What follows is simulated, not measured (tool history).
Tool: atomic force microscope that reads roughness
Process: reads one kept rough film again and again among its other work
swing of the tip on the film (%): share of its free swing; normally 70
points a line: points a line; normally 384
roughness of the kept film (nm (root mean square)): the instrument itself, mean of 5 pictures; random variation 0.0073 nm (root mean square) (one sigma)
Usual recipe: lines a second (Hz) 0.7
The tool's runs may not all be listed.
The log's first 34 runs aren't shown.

run	day	lines a second (Hz)	swing of the tip on the film (%)	points a line	roughness of the kept film (nm (root mean square))
35	10.604	0.773	70	384	1.14
36	10.888	0.773	70	384	1.137
37	11.092	0.932	81	384	1.097
38	11.533	0.7	70	266	1.076
39	11.908	3.112	81	324	0.96
40	12.229	3.112	81	324	0.95
# day 12.558: new tip fitted
41	12.558	0.7	80	466	1.53
42	12.796	1.757	87	416	1.396
43	13.05	1.757	87	416	1.364
44	13.233	1.366	78	934	1.437
45	13.492	1.765	78	552	1.383
46	13.938	1.765	78	552	1.361
47	14.175	1.765	78	552	1.347
48	14.421	0.7	76	511	1.369
49	14.721	3.08	68	793	1.293
50	15.138	1.777	68	477	1.297
51	15.475	1.777	68	477	1.279

Each row is a separate what-if for the run after 51, all from the same tool condition, not one after another. Results?
A	15.788	0.7	58	384	?
B	15.788	1.777	68	579	?
C	15.788	1.053	68	554	?
D	15.788	1.857	73	342	?

run	roughness of the kept film (nm (root mean square))
A	1.28
B	1.256
C	1.281
D	1.224
Stripped of hidden state, with their random variation kept, the same runs would have yielded:
run	roughness of the kept film (nm (root mean square))
A	1.538
B	1.508
C	1.538
D	1.468
